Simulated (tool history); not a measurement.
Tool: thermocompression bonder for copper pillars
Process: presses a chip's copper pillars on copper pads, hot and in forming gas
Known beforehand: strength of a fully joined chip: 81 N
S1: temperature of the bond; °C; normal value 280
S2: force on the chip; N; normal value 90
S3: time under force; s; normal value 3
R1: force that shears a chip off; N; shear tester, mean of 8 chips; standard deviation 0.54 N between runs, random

run   hour   S1   S2  S3    R1
  1    0.0  280   90   3  29.0
  2    5.2  280   90   3  29.0
  3   14.3  280   90   3  28.9
  4   20.3  280   90   3  28.6
  5   27.2  280   90   2  23.9
  6   31.8  257   90   3  21.6
  7   38.2  257   90   3  22.0
  8   46.7  257   90   3  22.3
  9   52.3  280  124   3  39.5
 10   57.3  280  124   3  38.7
 11   62.7  280   90   3  28.6
 12   69.9  280   90   3  28.6
 13   79.3  280   90   3  28.4
 14   87.2  280   90   3  28.5
 15   92.8  276   90   2  22.6
 16   99.5  291  113   2  34.9
     101.5  -- force cell calibrated
 17  108.9  291  113   2  33.9
 18  113.4  290  108   3  37.9
 19  122.7  272   90   3  25.9
 20  131.0  260  102   2  21.3
 21  139.8  260  102   2  20.6
     147.8  -- force cell calibrated, once more
 22  151.1  265  127   3  34.6
 23  159.9  265  127   3  32.9
 24  165.1  280   90   2  23.8
 25  173.1  280   90   2  23.6
 26  181.0  280   90   2  23.4

Below are 5 alternative next runs, each starting from the tool's condition after run 26. Predict each:
  A  186.0  306   71   8   ?
  B  186.0  280   81   5   ?
  C  186.0  266   91   3   ?
  D  186.0  280  127   9   ?
  E  186.0  290   90   9   ?

run    R1
  A  40.6
  B  30.8
  C  23.7
  D  54.8
  E  45.4
The same runs, with their run-to-run variation unchanged, on a tool lacking any hidden condition would have given:
run    R1
  A  43.3
  B  33.1
  C  25.7
  D  58.0
  E  48.4
